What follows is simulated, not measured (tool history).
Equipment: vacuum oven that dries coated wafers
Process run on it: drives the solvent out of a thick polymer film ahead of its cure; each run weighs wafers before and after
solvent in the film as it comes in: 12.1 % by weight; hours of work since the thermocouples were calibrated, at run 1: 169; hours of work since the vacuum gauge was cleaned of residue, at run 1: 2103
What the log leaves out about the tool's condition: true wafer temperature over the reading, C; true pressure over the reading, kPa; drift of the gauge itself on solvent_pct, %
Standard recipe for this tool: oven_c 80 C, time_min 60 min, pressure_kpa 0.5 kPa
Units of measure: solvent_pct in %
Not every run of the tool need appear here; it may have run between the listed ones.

run     day  oven_c  time_min  pressure_kpa  hours of work since the thermocouples were calibrated  hours of work since the vacuum gauge was cleaned of residue  solvent_pct
  1       0      80        60           0.5                                                    169                                                         2103         1.02
  2   2.367      80        60           0.5                                                    205                                                         2140         1.09
  3   4.938      80        60           0.5                                                    245                                                         2180         1.03
  4   6.675      80        60           0.5                                                    272                                                         2207         0.97
  5   9.146      80        60           0.5                                                    311                                                         2245         0.99
  6  11.354      80        60           0.5                                                    345                                                         2280         0.96
  7      15      80        60           0.5                                                    402                                                         2336         0.92
  8  17.729      80        60           0.5                                                    444                                                         2379         1.09
  9  19.875      75        60           0.5                                                    477                                                         2412         1.74
 10  22.129      75        60           0.5                                                    512                                                         2447         1.77
 11  25.179      75        60           0.5                                                    560                                                         2494         1.83
 12  26.929      80        60           0.5                                                    587                                                         2521            1
 13   29.15      80        45           0.5                                                    621                                                         2556         1.51
 14  30.779      80        60           0.5                                                    647                                                         2581         0.91
 15  33.383      80        60           0.5                                                    687                                                         2622         1.03
 16    35.6      80        60           0.5                                                    722                                                         2656         1.02
 17  39.079      80        63           0.5                                                    776                                                         2710         0.94
 18  41.925      80        63           0.5                                                    820                                                         2754         0.92
     43.508  -- vacuum gauge cleaned of residue and calibrated
 19    44.8      80        63          0.47                                                    864                                                           20         0.88
 20  46.371      80        87          0.47                                                    888                                                           44         0.52
 21  49.012      80        87         0.426                                                    929                                                           85         0.49
 22  52.529      86        77           0.6                                                    984                                                          140         0.51
 23  55.108      86        77           0.6                                                   1024                                                          180         0.43
 24  57.262      76        60           0.5                                                   1057                                                          214         1.56
 25  58.846      76        60           0.5                                                   1082                                                          238         1.52
 26  60.579      80        79         0.562                                                   1109                                                          265          0.7
 27  62.354      81        65           0.5                                                   1136                                                          293         0.71
 28  64.846      81        65           0.5                                                   1175                                                          331         0.73
 29  68.025      83        53           0.5                                                   1224                                                          381         0.76
 30  71.571      86        53           0.5                                                   1279                                                          436         0.51
 31  73.662      94       104           0.5                                                   1312                                                          468         0.22
 32  75.938      78        65         0.625                                                   1347                                                          504         1.27
 33  79.429      82        60         0.319                                                   1401                                                          558         0.67
 34  81.829      87        32         0.319                                                   1439                                                          595         1.05
 35  83.671      87        32         0.319                                                   1467                                                          624         1.06
 36  85.746      67        47         0.319                                                   1500                                                          656         4.41
     87.667  -- oven's thermocouples calibrated
 37  87.862      67        47         0.319                                                      3                                                          688         4.33
 38  91.192      67        57         0.874                                                     55                                                          739         4.25
 39  93.817      67        57         0.874                                                     96                                                          780         4.38
 40  97.225      81        57         0.307                                                    148                                                          833          0.7
 41  99.979      82        40         0.307                                                    191                                                          876         1.27

Forecast each of these 3 alternatives for the next run:
  A  103.292      74        40         0.404                                                    243                                                          927            ?
  B  103.292      77        80         0.303                                                    243                                                          927            ?
  C  103.292      80       102         1.738                                                    243                                                          927            ?

run  solvent_pct
  A         3.08
  B         0.69
  C         1.64
Stripped of hidden state, with their random variation kept, the same runs would have yielded:
run  solvent_pct
  A         3.08
  B         0.69
  C         1.63
